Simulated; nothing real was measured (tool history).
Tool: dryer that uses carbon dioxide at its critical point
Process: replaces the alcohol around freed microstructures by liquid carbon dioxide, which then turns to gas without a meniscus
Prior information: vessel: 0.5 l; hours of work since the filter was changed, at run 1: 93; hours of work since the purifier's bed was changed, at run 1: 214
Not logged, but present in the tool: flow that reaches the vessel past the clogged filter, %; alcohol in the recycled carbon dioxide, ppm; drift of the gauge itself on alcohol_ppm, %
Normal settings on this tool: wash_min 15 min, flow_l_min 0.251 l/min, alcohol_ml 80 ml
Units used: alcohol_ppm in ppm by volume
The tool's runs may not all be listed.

run   hour  wash_min  flow_l_min  alcohol_ml  hours of work since the filter was changed  hours of work since the purifier's bed was changed  alcohol_ppm
  1      0        15       0.251          80                                          93                                                 214          299
  2   10.8        15       0.251          80                                          98                                                 219          315
  3   21.1        15       0.251          80                                         102                                                 223          333
  4   31.1        15       0.423          80                                         107                                                 228           29
  5   38.3        15       0.251          80                                         110                                                 231          331
  6   47.8        15       0.251          80                                         114                                                 235          357
  7   61.5        15       0.251          61                                         120                                                 241          271
  8   71.1        15       0.251          61                                         124                                                 245          286
  9   82.5        15       0.251          61                                         129                                                 250          289
 10   95.3        15       0.251          80                                         135                                                 255          388
 11  107.7        15       0.251          80                                         140                                                 261          381
 12  115.5        15       0.251          80                                         143                                                 264          401
 13  126.2        15       0.189          80                                         148                                                 269         1904
 14    133        15       0.189          80                                         151                                                 272         1944
     134.7  -- inlet filter changed
 15  146.8        20       0.189          80                                           5                                                 277          249
 16  153.5        17       0.251         118                                           8                                                 280          144
 17  166.3        17       0.196          80                                          14                                                 286          526
 18    175        17       0.196          80                                          17                                                 290          551
 19  188.4        17       0.196          80                                          23                                                 295          556
 20  195.5        13       0.249          23                                          26                                                 298          196
 21  204.2        15       0.173          80                                          30                                                 302         1973
 22  213.3        16       0.251          80                                          34                                                 306          167
 23  225.2        15       0.192          43                                          39                                                 311          664
 24  237.1        12       0.251          31                                          44                                                 316          365
 25  248.6        20       0.178          69                                          49                                                 321          386
 26  256.9        20       0.298          23                                          53                                                 325           30
 27  266.2        20       0.298          23                                          57                                                 329           32
 28  279.4        20       0.156          65                                          63                                                 335          825
 29  285.9        15       0.311          80                                          66                                                 338           79

Entry by entry between the runs, the difference in hidden state between the last listed run before and the first listed run after:
From run 14 to run 15: inlet filter changed (hour 134.7)
  flow that reaches the vessel past the clogged filter, %: 89.2 -> 99.6; alcohol in the recycled carbon dioxide, ppm: 26.5 -> 26.8
  difference, measured minus the result without the unlogged condition, alcohol_ppm: +817 -> +28 ppm by volume

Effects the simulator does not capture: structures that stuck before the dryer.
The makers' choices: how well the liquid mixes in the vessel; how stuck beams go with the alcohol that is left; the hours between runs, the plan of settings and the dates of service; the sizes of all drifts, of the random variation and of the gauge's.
